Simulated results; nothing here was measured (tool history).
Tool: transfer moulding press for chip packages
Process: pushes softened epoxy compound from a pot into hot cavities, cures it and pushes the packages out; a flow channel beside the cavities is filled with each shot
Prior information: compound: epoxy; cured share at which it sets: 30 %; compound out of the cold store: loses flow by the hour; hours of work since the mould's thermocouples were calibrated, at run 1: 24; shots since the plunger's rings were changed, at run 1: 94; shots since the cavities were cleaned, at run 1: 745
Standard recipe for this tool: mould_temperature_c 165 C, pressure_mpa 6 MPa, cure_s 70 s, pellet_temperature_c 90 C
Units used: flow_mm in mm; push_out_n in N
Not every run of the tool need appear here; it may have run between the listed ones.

| run | day | mould_temperature_c | pressure_mpa | cure_s | pellet_temperature_c | hours of work since the mould's thermocouples were calibrated | shots since the plunger's rings were changed | shots since the cavities were cleaned | incoming compound's hours out of the cold store | flow_mm | push_out_n |
|---|---|---|---|---|---|---|---|---|---|---|---|
| 1 | 0 | 165 | 6 | 70 | 90 | 24 | 94 | 745 | 20.5 | 841 | 934 |
| 2 | 0.458 | 165 | 5.21 | 70 | 90 | 29 | 210 | 861 | 32.5 | 749 | 913 |
| 3 | 0.929 | 165 | 5.21 | 70 | 90 | 35 | 329 | 980 | 32.4 | 746 | 973 |
| 4 | 1.204 | 165 | 5.28 | 70 | 90 | 38 | 398 | 1049 | 32.6 | 753 | 963 |
|  | 1.583 | cavities cleaned with cleaning compound and waxed |
| 5 | 1.583 | 170 | 6 | 70 | 90 | 41 | 478 | 0 | 28.3 | 794 | 940 |
| 6 | 1.842 | 170 | 5.1 | 70 | 90 | 44 | 543 | 65 | 36.6 | 710 | 951 |
| 7 | 2.158 | 165 | 6 | 51 | 90 | 48 | 623 | 145 | 36.8 | 785 | 2497 |
| 8 | 2.4 | 165 | 6 | 51 | 90 | 50 | 684 | 206 | 30.6 | 799 | 2649 |
| 9 | 2.667 | 165 | 7.01 | 88 | 90 | 53 | 751 | 273 | 17.7 | 910 | 924 |
| 10 | 2.888 | 165 | 7.01 | 61 | 81 | 56 | 808 | 330 | 12.7 | 924 | 1725 |
| 11 | 3.262 | 165 | 7.01 | 61 | 81 | 60 | 902 | 424 | 9 | 934 | 1783 |
|  | 3.558 | cavities cleaned with cleaning compound and waxed, once more |
| 12 | 3.588 | 158 | 5.77 | 68 | 87 | 63 | 969 | 8 | 22.2 | 829 | 982 |
| 13 | 3.854 | 165 | 6 | 70 | 81 | 66 | 1036 | 75 | 16.6 | 837 | 581 |
| 14 | 4.1 | 165 | 6 | 70 | 81 | 69 | 1098 | 137 | 34.1 | 780 | 625 |
| 15 | 4.462 | 161 | 5.46 | 70 | 90 | 73 | 1189 | 228 | 46.6 | 727 | 878 |

Consider 5 possible next runs. They are alternatives, not a sequence: every one starts from the tool as it was left by run 15. What does each give?
| A | 4.892 | 161 | 6.37 | 70 | 95 | 78 | 1297 | 336 | 17.3 | ? | ? |
| B | 4.892 | 165 | 6 | 70 | 88 | 78 | 1297 | 336 | 35.3 | ? | ? |
| C | 4.892 | 161 | 5.46 | 70 | 86 | 78 | 1297 | 336 | 24.5 | ? | ? |
| D | 4.892 | 165 | 7.24 | 70 | 98 | 78 | 1297 | 336 | 33.7 | ? | ? |
| E | 4.892 | 165 | 6 | 63 | 90 | 78 | 1297 | 336 | 30.2 | ? | ? |

| run | flow_mm | push_out_n |
|---|---|---|
| A | 875 | 1023 |
| B | 781 | 741 |
| C | 782 | 1051 |
| D | 857 | 696 |
| E | 792 | 955 |
Had the tool no hidden state, the same runs would have come out as:
| run | flow_mm | push_out_n |
|---|---|---|
| A | 894 | 692 |
| B | 799 | 500 |
| C | 800 | 712 |
| D | 876 | 469 |
| E | 810 | 645 |
